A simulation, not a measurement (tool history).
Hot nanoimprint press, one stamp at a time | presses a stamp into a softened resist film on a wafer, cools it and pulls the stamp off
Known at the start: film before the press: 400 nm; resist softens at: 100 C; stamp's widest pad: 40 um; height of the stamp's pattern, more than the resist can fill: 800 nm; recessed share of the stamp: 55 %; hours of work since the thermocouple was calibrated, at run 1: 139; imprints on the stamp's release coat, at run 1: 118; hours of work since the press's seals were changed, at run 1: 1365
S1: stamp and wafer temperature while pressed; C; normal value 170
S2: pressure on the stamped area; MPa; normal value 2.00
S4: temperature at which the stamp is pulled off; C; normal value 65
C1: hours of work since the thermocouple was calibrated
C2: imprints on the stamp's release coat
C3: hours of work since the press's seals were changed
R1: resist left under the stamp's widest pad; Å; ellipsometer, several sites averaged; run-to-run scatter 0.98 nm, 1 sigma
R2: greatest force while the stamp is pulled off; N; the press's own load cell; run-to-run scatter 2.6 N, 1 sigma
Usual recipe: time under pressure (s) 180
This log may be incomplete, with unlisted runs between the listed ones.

{"run": 1, "day": 0.0, "S1": 170, "S2": 2.0, "time under pressure (s)": 180, "S4": 65, "C1": 139, "C2": 118, "C3": 1365, "R1": 2360, "R2": 164}
{"day": 0.583, "done": "press's hydraulic seals changed and the load cell set to zero"}
{"run": 2, "day": 2.262, "S1": 170, "S2": 2.0, "time under pressure (s)": 180, "S4": 54, "C1": 159, "C2": 253, "C3": 17, "R1": 2283, "R2": 198}
{"run": 3, "day": 5.475, "S1": 160, "S2": 2.0, "time under pressure (s)": 180, "S4": 65, "C1": 192, "C2": 477, "C3": 51, "R1": 3056, "R2": 170}
{"run": 4, "day": 7.492, "S1": 160, "S2": 2.0, "time under pressure (s)": 180, "S4": 58, "C1": 213, "C2": 617, "C3": 72, "R1": 3038, "R2": 191}
{"run": 5, "day": 9.792, "S1": 160, "S2": 2.0, "time under pressure (s)": 180, "S4": 58, "C1": 237, "C2": 777, "C3": 96, "R1": 3024, "R2": 201}
{"run": 6, "day": 11.688, "S1": 160, "S2": 2.0, "time under pressure (s)": 180, "S4": 58, "C1": 257, "C2": 910, "C3": 115, "R1": 3007, "R2": 204}
{"run": 7, "day": 14.688, "S1": 160, "S2": 2.0, "time under pressure (s)": 180, "S4": 58, "C1": 288, "C2": 1119, "C3": 147, "R1": 3011, "R2": 206}
{"day": 16.458, "done": "stamp cleaned and given a new release coat"}
{"run": 8, "day": 18.233, "S1": 174, "S2": 2.0, "time under pressure (s)": 180, "S4": 65, "C1": 322, "C2": 123, "C3": 181, "R1": 1974, "R2": 153}
{"run": 9, "day": 20.529, "S1": 174, "S2": 2.0, "time under pressure (s)": 180, "S4": 65, "C1": 346, "C2": 283, "C3": 205, "R1": 1966, "R2": 160}
{"run": 10, "day": 22.242, "S1": 170, "S2": 2.0, "time under pressure (s)": 180, "S4": 65, "C1": 364, "C2": 403, "C3": 222, "R1": 2232, "R2": 164}
{"run": 11, "day": 24.412, "S1": 170, "S2": 2.0, "time under pressure (s)": 180, "S4": 65, "C1": 387, "C2": 554, "C3": 245, "R1": 2230, "R2": 170}
{"run": 12, "day": 26.746, "S1": 170, "S2": 2.03, "time under pressure (s)": 180, "S4": 65, "C1": 411, "C2": 717, "C3": 269, "R1": 2207, "R2": 168}
{"run": 13, "day": 28.746, "S1": 170, "S2": 2.03, "time under pressure (s)": 180, "S4": 65, "C1": 432, "C2": 856, "C3": 290, "R1": 2204, "R2": 177}
{"run": 14, "day": 31.1, "S1": 170, "S2": 2.0, "time under pressure (s)": 180, "S4": 65, "C1": 456, "C2": 1020, "C3": 314, "R1": 2209, "R2": 181}
{"day": 34.4, "done": "stamp cleaned and given a new release coat"}
{"run": 15, "day": 34.579, "S1": 170, "S2": 2.0, "time under pressure (s)": 180, "S4": 65, "C1": 490, "C2": 12, "C3": 348, "R1": 2206, "R2": 153}
{"day": 34.871, "done": "plate thermocouple calibrated"}
{"run": 16, "day": 38.092, "S1": 165, "S2": 1.94, "time under pressure (s)": 180, "S4": 65, "C1": 33, "C2": 248, "C3": 383, "R1": 2734, "R2": 163}
{"run": 17, "day": 40.8, "S1": 165, "S2": 1.94, "time under pressure (s)": 180, "S4": 65, "C1": 62, "C2": 437, "C3": 411, "R1": 2711, "R2": 169}
{"run": 18, "day": 43.696, "S1": 165, "S2": 1.94, "time under pressure (s)": 180, "S4": 65, "C1": 92, "C2": 639, "C3": 441, "R1": 2748, "R2": 174}
{"run": 19, "day": 45.433, "S1": 169, "S2": 2.0, "time under pressure (s)": 180, "S4": 65, "C1": 110, "C2": 760, "C3": 459, "R1": 2373, "R2": 178}
{"run": 20, "day": 47.129, "S1": 169, "S2": 2.0, "time under pressure (s)": 180, "S4": 65, "C1": 127, "C2": 878, "C3": 477, "R1": 2338, "R2": 176}
{"run": 21, "day": 49.567, "S1": 159, "S2": 2.42, "time under pressure (s)": 253, "S4": 52, "C1": 153, "C2": 1048, "C3": 502, "R1": 2684, "R2": 220}
{"run": 22, "day": 51.271, "S1": 159, "S2": 2.4, "time under pressure (s)": 233, "S4": 60, "C1": 170, "C2": 1167, "C3": 520, "R1": 2804, "R2": 202}
{"day": 52.583, "done": "stamp cleaned and given a new release coat"}
{"run": 23, "day": 54.025, "S1": 159, "S2": 2.04, "time under pressure (s)": 137, "S4": 50, "C1": 196, "C2": 101, "C3": 546, "R1": 3257, "R2": 198}
{"run": 24, "day": 55.617, "S1": 170, "S2": 2.0, "time under pressure (s)": 285, "S4": 65, "C1": 213, "C2": 211, "C3": 563, "R1": 1981, "R2": 162}
{"run": 25, "day": 57.904, "S1": 170, "S2": 2.0, "time under pressure (s)": 285, "S4": 65, "C1": 237, "C2": 371, "C3": 586, "R1": 1973, "R2": 161}
{"run": 26, "day": 60.567, "S1": 169, "S2": 2.03, "time under pressure (s)": 126, "S4": 59, "C1": 264, "C2": 557, "C3": 614, "R1": 2552, "R2": 187}
{"run": 27, "day": 62.108, "S1": 174, "S2": 2.49, "time under pressure (s)": 180, "S4": 69, "C1": 280, "C2": 664, "C3": 630, "R1": 1759, "R2": 157}
{"run": 28, "day": 64.658, "S1": 170, "S2": 1.7, "time under pressure (s)": 228, "S4": 65, "C1": 307, "C2": 842, "C3": 657, "R1": 2283, "R2": 173}
{"run": 29, "day": 67.25, "S1": 170, "S2": 1.7, "time under pressure (s)": 228, "S4": 65, "C1": 334, "C2": 1022, "C3": 683, "R1": 2260, "R2": 175}

Here are 4 independent what-if runs from the current tool condition. What would each one return?
{"run": "A", "day": 69.729, "S1": 176, "S2": 2.85, "time under pressure (s)": 148, "S4": 65, "C1": 360, "C2": 1195, "C3": 709, "R1": "?", "R2": "?"}
{"run": "B", "day": 69.729, "S1": 173, "S2": 1.23, "time under pressure (s)": 180, "S4": 57, "C1": 360, "C2": 1195, "C3": 709, "R1": "?", "R2": "?"}
{"run": "C", "day": 69.729, "S1": 170, "S2": 2.0, "time under pressure (s)": 149, "S4": 72, "C1": 360, "C2": 1195, "C3": 709, "R1": "?", "R2": "?"}
{"run": "D", "day": 69.729, "S1": 162, "S2": 1.7, "time under pressure (s)": 228, "S4": 65, "C1": 360, "C2": 1195, "C3": 709, "R1": "?", "R2": "?"}

run=A R1=1627 R2=184
run=B R1=2588 R2=210
run=C R1=2385 R2=159
run=D R1=2868 R2=181
With no hidden state in the tool, these same runs would have given:
run=A R1=1669 R2=159
run=B R1=2674 R2=180
run=C R1=2462 R2=138
run=D R1=2961 R2=156
